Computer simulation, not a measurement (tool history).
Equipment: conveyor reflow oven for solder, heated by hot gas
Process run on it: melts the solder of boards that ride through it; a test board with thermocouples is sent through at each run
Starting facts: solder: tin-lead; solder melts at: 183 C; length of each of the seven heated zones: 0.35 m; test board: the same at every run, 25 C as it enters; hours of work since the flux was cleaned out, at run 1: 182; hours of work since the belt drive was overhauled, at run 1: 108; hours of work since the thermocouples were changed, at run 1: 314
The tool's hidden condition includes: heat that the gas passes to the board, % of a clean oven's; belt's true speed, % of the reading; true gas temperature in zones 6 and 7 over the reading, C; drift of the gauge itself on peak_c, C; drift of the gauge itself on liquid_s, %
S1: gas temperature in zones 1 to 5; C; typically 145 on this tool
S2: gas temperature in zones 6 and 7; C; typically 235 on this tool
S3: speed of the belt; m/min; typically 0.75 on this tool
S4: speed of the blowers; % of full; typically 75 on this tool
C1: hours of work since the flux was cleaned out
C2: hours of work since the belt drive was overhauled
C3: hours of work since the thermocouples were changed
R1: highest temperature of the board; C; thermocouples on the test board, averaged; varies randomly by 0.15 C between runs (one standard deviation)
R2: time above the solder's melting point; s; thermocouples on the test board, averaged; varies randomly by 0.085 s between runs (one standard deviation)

run	day	S1	S2	S3	S4	C1	C2	C3	R1	R2
1	0	145	235	0.75	75	182	108	314	218.8	44.66
2	0.479	145	236	0.75	75	188	114	320	220.1	45
3	0.912	145	235	0.75	75	194	120	326	219	44.77
4	1.283	145	235	0.75	75	199	125	331	218.8	44.83
5	1.504	145	235	0.75	75	202	128	334	219	44.78
6	1.875	145	235	0.75	75	207	133	339	218.9	44.79
7	2.262	145	235	0.75	75	212	138	344	219	44.7
8	2.6	145	235	0.75	66	216	142	348	216	42.78
9	2.979	145	235	0.848	75	221	147	354	215.2	37
10	3.346	145	235	0.848	75	226	152	358	215.1	36.99
11	3.8	145	235	0.848	75	232	158	364	214.9	37.12
12	4.042	145	235	0.75	75	235	161	368	218.8	44.55
13	4.429	142	235	0.75	75	241	167	373	218.7	43.52
14	4.662	145	235	0.763	58	244	170	376	212.4	38.98
15	5.125	145	235	0.763	58	250	176	382	212.6	38.93
16	5.45	148	235	0.75	75	254	180	386	219.6	45.9
17	5.958	148	235	0.75	75	261	187	393	219.5	46.05
18	6.338	145	235	0.602	54	266	192	398	219	55.53
19	6.817	145	235	0.602	88	272	198	405	227.2	61.41
20	7.212	145	226	0.602	63	278	204	410	213.8	52.8
21	7.433	139	232	0.86	75	281	207	413	210.5	32.47
22	7.704	145	241	0.75	75	284	210	416	224.1	47.18
23	8.029	145	241	0.75	75	289	214	421	224.3	47.3
24	8.4	157	234	0.75	57	293	219	426	214.8	45.41
25	8.717	157	249	0.75	57	298	224	430	226.7	51.65

Each row is a separate what-if for the run after 25, all from the same tool condition, not one after another. Results?
A	9.208	145	235	0.815	75	304	230	437	?	?
B	9.208	150	249	0.724	57	304	230	437	?	?
C	9.208	158	238	0.75	83	304	230	437	?	?
D	9.208	145	239	0.844	75	304	230	437	?	?

run	R1	R2
A	216.3	39.5
B	226.1	51.36
C	225.6	51.9
D	218.3	38.87
Stripped of hidden state, with their random variation kept, the same runs would have yielded:
run	R1	R2
A	216.4	39.53
B	226.2	51.38
C	225.6	51.92
D	218.4	38.9
